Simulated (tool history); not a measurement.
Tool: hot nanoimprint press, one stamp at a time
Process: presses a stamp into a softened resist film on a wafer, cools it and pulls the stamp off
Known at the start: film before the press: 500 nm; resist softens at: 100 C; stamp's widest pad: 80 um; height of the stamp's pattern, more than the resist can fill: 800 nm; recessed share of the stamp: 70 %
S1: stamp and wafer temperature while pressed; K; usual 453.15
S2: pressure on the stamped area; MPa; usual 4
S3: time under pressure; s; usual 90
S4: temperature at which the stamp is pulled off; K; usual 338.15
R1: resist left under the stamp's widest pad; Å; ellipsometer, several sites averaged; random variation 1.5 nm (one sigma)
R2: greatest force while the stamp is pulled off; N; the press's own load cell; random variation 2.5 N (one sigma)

run,day,S1,S2,S3,S4,R1,R2
1,0,453.15,4,90,338.15,2361,118
2,2.767,453.15,4,90,326.15,2397,145
3,5.979,453.15,4,90,338.15,2393,119
# day 9.083: stamp cleaned and given a new release coat
4,9.883,453.15,4,90,338.15,2388,118
5,11.838,453.15,4,90,338.15,2380,121
6,15.158,453.15,4,68,338.15,2586,117
7,19.012,453.15,4,68,338.15,2601,114
# day 22.242: stamp cleaned and given a new release coat
8,23.1,453.15,5.08,90,338.15,2128,116
# day 23.612: plate thermocouple calibrated
9,26.058,453.15,5.08,90,338.15,2136,114
10,29.85,453.15,5.08,90,338.15,2119,111
11,32.854,453.15,5.08,90,338.15,2121,117
# day 35.642: stamp cleaned and given a new release coat
12,35.717,453.15,5.08,90,338.15,2103,116
13,39.075,453.15,5.08,90,338.15,2124,115
14,42.138,453.15,4,54,338.15,2831,117
15,45.804,453.15,4,54,338.15,2843,119
16,48.021,457.15,5.06,65,340.15,2064,113
# day 48.783: stamp cleaned and given a new release coat
17,51.725,457.15,5.06,173,337.15,1407,115
18,53.746,457.15,5.06,173,337.15,1397,116
# day 54.488: plate thermocouple calibrated
19,56.346,447.15,5.06,173,344.15,2152,101

Run 20 comes next. What will it give?
20,59.017,450.15,3.63,46,338.15,?,?

R1: 3381 Å
R2: 120 N
Without the tool's hidden state the same run would have given R1 3377 Å, R2 118 N.
